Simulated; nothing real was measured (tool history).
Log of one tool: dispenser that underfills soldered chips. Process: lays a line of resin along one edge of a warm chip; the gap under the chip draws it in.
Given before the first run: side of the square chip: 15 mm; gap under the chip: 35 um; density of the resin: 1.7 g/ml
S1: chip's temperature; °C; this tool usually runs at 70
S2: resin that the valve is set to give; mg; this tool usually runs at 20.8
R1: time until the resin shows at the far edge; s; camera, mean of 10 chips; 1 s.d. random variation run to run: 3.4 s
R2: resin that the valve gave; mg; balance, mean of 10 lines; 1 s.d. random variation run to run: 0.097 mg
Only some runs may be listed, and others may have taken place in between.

run   hour  S1    S2     R1     R2
  1    0.0  70  20.8  456.1  20.86
       7.7  -- new syringe of resin
  2   13.4  70  20.8  422.2  20.46
      22.4  -- new syringe of resin
  3   22.9  70  24.8  337.8  23.95
  4   33.7  70  24.8  498.2  24.14
      37.6  -- new syringe of resin
  5   44.9  70  20.8  455.4  20.05
      52.2  -- new syringe of resin
  6   57.7  70  20.8  422.2  19.75
      63.6  -- dispensing valve cleaned and set on the balance
  7   67.2  70  20.8  566.9  20.85
      68.2  -- new syringe of resin
  8   79.2  70  24.8  508.8  24.81
      82.7  -- new syringe of resin
  9   93.3  70  26.2  495.7  25.94
      97.7  -- new syringe of resin
 10  106.5  71  20.8  447.9  20.15
     112.6  -- new syringe of resin
 11  115.4  70  20.5  390.7  19.84
 12  126.4  70  17.8  584.9  17.09
     127.6  -- new syringe of resin
 13  135.2  70  24.0  457.6  22.93
     138.6  -- dispensing valve cleaned and set on the balance
     143.3  -- new syringe of resin
 14  143.3  79  24.0  213.8  23.95
 15  154.2  79  24.4  308.1  24.16
     158.1  -- new syringe of resin
 16  166.3  70  20.8  480.1  20.35

The next listed run, before its measurement:
     172.9  -- new syringe of resin
 17  181.2  70  20.8   ?   ?

{"run 17": {"R1": 476.1, "R2": 20.03}}
With no hidden state in the tool, this same run would have given R1 343.4 s, R2 20.69 mg.

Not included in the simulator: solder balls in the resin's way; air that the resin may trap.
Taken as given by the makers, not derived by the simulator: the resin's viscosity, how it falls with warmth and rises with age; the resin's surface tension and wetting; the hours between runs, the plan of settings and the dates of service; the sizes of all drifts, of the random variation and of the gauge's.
